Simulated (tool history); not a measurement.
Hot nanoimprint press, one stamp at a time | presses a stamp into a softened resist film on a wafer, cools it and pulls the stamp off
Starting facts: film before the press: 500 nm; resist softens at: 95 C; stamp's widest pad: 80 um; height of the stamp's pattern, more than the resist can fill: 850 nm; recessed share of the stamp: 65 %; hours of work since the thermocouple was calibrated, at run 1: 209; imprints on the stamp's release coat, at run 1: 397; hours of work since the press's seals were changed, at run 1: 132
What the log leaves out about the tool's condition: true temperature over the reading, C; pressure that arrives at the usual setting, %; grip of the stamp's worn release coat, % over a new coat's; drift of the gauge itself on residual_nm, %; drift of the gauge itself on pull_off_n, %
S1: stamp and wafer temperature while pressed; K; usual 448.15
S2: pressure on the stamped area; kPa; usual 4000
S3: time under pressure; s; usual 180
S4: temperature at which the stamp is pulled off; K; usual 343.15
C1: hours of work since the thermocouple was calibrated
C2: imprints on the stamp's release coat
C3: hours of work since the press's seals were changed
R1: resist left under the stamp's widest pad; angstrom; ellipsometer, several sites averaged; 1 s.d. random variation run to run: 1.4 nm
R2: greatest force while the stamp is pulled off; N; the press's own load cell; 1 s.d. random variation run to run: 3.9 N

run,hour,S1,S2,S3,S4,C1,C2,C3,R1,R2
1,0,448.15,4000,180,343.15,209,397,132,2849,186
2,41.5,448.15,4000,180,343.15,237,581,160,2829,190
3,68,448.15,4000,180,343.15,254,697,177,2808,188
4,106,448.15,4000,180,343.15,279,866,202,2795,195
# hour 123.7: plate thermocouple calibrated
# hour 144.3: stamp cleaned and given a new release coat
5,144.6,448.15,4000,180,343.15,10,1,221,2827,189
6,162.6,459.15,4000,180,343.15,22,81,233,2041,182
7,203.5,459.15,4000,180,343.15,48,261,260,2052,189
8,230.8,448.15,4000,317,343.15,66,382,278,2329,183
9,268,448.15,4000,317,343.15,91,546,302,2293,190
10,295.4,448.15,4340,180,343.15,109,667,320,2701,187
11,316.4,443.15,4000,129,343.15,123,760,334,3524,190
12,347,438.15,3680,359,345.15,143,895,354,3163,184
# hour 375.5: stamp cleaned and given a new release coat
13,390.7,438.15,3680,359,345.15,167,67,379,3135,182
14,431.5,446.15,3250,180,343.15,194,248,406,3216,191
15,456.2,441.15,4000,180,331.15,210,357,422,3366,253
16,498.6,441.15,4000,180,331.15,238,544,450,3350,247
17,540.9,441.15,4000,180,331.15,266,731,478,3372,255

Run 18 has not been measured yet. What should we expect?
# hour 576.6: plate thermocouple calibrated
18,578.7,448.15,5200,99,333.15,1,884,500,?,?

Run 18 came out at R1 2970 angstrom, R2 240 N.
With no hidden state in the tool, this same run would have given R1 3019 angstrom, R2 239 N.
